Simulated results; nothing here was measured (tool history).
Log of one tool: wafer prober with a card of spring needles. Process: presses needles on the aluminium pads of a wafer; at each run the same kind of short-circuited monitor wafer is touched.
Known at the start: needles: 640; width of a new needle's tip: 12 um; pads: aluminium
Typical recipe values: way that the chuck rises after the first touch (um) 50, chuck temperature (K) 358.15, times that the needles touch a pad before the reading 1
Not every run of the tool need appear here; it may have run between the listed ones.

run,hour,way that the chuck rises after the first touch (um),chuck temperature (K),times that the needles touch a pad before the reading,resistance of one needle with its contact and lead (mohm),way that a needle slides on the pad (um)
1,0.0,50,358.15,1,208,8.799
2,18.6,36,358.15,1,232,6.313
3,30.2,36,358.15,1,190,6.293
4,41.7,36,330.15,1,248,6.303
5,59.0,36,330.15,1,241,6.288
6,67.2,36,330.15,2,169,6.288
7,79.0,36,330.15,2,218,6.289
8,90.1,50,358.15,3,178,8.744
9,103.3,50,358.15,3,187,8.747
10,113.0,50,299.15,1,203,8.743
11,121.5,50,299.15,1,224,8.678
12,134.1,50,299.15,1,212,8.676
13,146.6,50,350.15,3,175,8.666
14,160.7,50,350.15,3,167,8.821
15,171.3,50,350.15,3,184,8.821
16,179.5,57,358.15,1,175,10.052
17,188.9,50,298.15,2,188,8.818

Taken out of this log: 12 entries between the listed runs. Where each belongs, and how the hidden state differs across it:
After run 1, before run 2: tips cleaned on abrasive film (hour 11.4)
  debris on the tips, nm: 87.1 -> 90.2; way that the needles fall short of the set height, um: 0.22 -> 0.28; tips' diameter, um: 12.26 -> 12.28
  difference, measured minus the result without the unlogged condition, resistance of one needle with its contact and lead (mohm): +39 -> +62; way that a needle slides on the pad (um): -0.039 -> -0.049
After run 2, before run 3: tips cleaned on abrasive film (hour 29.5)
  debris on the tips, nm: 90.2 -> 22.6; way that the needles fall short of the set height, um: 0.28 -> 0.32; tips' diameter, um: 12.28 -> 12.3
  difference, measured minus the result without the unlogged condition, resistance of one needle with its contact and lead (mohm): +62 -> +16; way that a needle slides on the pad (um): -0.049 -> -0.056
After run 4, before run 5: tips cleaned on abrasive film (hour 48.4)
  debris on the tips, nm: 115.4 -> 104.8; way that the needles fall short of the set height, um: 0.32 -> 0.37; tips' diameter, um: 12.3 -> 12.31
  difference, measured minus the result without the unlogged condition, resistance of one needle with its contact and lead (mohm): +83 -> +76; way that a needle slides on the pad (um): -0.056 -> -0.066
After run 5, before run 6: tips cleaned on abrasive film (hour 67.1)
  debris on the tips, nm: 104.8 -> 13.9; way that the needles fall short of the set height, um: 0.37 -> 0.42; tips' diameter, um: 12.31 -> 12.33
  difference, measured minus the result without the unlogged condition, resistance of one needle with its contact and lead (mohm): +76 -> +7; way that a needle slides on the pad (um): -0.066 -> -0.074
After run 7, before run 8: tips cleaned on abrasive film (hour 86.2)
  debris on the tips, nm: 116.4 -> 66.2; way that the needles fall short of the set height, um: 0.42 -> 0.47; tips' diameter, um: 12.33 -> 12.35
  difference, measured minus the result without the unlogged condition, resistance of one needle with its contact and lead (mohm): +51 -> +11; way that a needle slides on the pad (um): -0.073 -> -0.083
After run 9, before run 10: tips cleaned on abrasive film (hour 104.4)
  debris on the tips, nm: 132.5 -> 101.3; way that the needles fall short of the set height, um: 0.47 -> 0.51; tips' diameter, um: 12.35 -> 12.36
  difference, measured minus the result without the unlogged condition, resistance of one needle with its contact and lead (mohm): +21 -> +48; way that a needle slides on the pad (um): -0.083 -> -0.089
After run 10, before run 11: height of the first contact set anew (hour 121.1)
  debris on the tips, nm: 101.3 -> 132.2; way that the needles fall short of the set height, um: 0.51 -> 0.85
  difference, measured minus the result without the unlogged condition, resistance of one needle with its contact and lead (mohm): +48 -> +63; way that a needle slides on the pad (um): -0.089 -> -0.150
After run 11, before run 12: tips cleaned on abrasive film (hour 123.0)
  debris on the tips, nm: 132.2 -> 113.5; way that the needles fall short of the set height, um: 0.85 -> 0.91; tips' diameter, um: 12.36 -> 12.38
  difference, measured minus the result without the unlogged condition, resistance of one needle with its contact and lead (mohm): +63 -> +54; way that a needle slides on the pad (um): -0.150 -> -0.160
After run 12, before run 13: tips cleaned on abrasive film (hour 141.9)
  debris on the tips, nm: 113.5 -> 67.6; way that the needles fall short of the set height, um: 0.91 -> 0.95; tips' diameter, um: 12.38 -> 12.4
  difference, measured minus the result without the unlogged condition, resistance of one needle with its contact and lead (mohm): +54 -> +11; way that a needle slides on the pad (um): -0.160 -> -0.168
After run 13, before run 14: height of the first contact set anew, once more (hour 150.2); tips cleaned on abrasive film (hour 160.7)
  debris on the tips, nm: 67.6 -> 16.1; way that the needles fall short of the set height, um: 0.95 -> 0.04; tips' diameter, um: 12.4 -> 12.41
  difference, measured minus the result without the unlogged condition, resistance of one needle with its contact and lead (mohm): +11 -> +2; way that a needle slides on the pad (um): -0.168 -> -0.006
After run 15, before run 16: tips cleaned on abrasive film (hour 178.8)
  debris on the tips, nm: 109.8 -> 24; way that the needles fall short of the set height, um: 0.04 -> 0.07; tips' diameter, um: 12.41 -> 12.42
  difference, measured minus the result without the unlogged condition, resistance of one needle with its contact and lead (mohm): +17 -> +10; way that a needle slides on the pad (um): -0.006 -> -0.012
